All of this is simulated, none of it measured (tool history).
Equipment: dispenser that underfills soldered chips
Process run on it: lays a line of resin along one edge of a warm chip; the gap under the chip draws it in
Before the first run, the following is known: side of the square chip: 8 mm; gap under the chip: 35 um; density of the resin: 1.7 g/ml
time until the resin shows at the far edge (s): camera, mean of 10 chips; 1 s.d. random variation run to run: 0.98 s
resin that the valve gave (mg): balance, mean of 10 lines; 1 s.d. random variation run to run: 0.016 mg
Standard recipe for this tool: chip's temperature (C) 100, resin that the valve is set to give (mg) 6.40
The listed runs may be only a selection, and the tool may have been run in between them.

run  hour  chip's temperature (C)  resin that the valve is set to give (mg)  time until the resin shows at the far edge (s)  resin that the valve gave (mg)
  1   0.0                     100                                      6.40                                           157.7                            6.35
      3.1  -- new syringe of resin
  2   5.7                     100                                      5.50                                           111.1                            5.45
  3   9.2                     100                                      5.50                                           127.5                            5.45
  4  16.1                     100                                      5.50                                           183.4                            5.43
     17.1  -- new syringe of resin
  5  23.1                     100                                      6.40                                           127.1                            6.32
  6  28.6                     100                                      6.40                                           166.4                            6.33
     31.3  -- new syringe of resin
  7  36.1                      88                                      8.13                                           176.2                            8.03
  8  42.7                     113                                      7.84                                           110.5                            7.72
     45.1  -- new syringe of resin
  9  46.0                     113                                      7.49                                            67.3                            7.37
 10  53.0                      88                                      8.18                                           201.5                            8.03
 11  57.5                     114                                      6.08                                           114.7                            5.98

The next listed run, before its measurement:
     59.2  -- new syringe of resin
 12  63.5                     100                                      7.70                                               ?                               ?

time until the resin shows at the far edge (s): 115.8
resin that the valve gave (mg): 7.56
If the tool had no hidden condition, the same run with the same run-to-run variation would have returned time until the resin shows at the far edge (s) 92.3, resin that the valve gave (mg) 7.71.
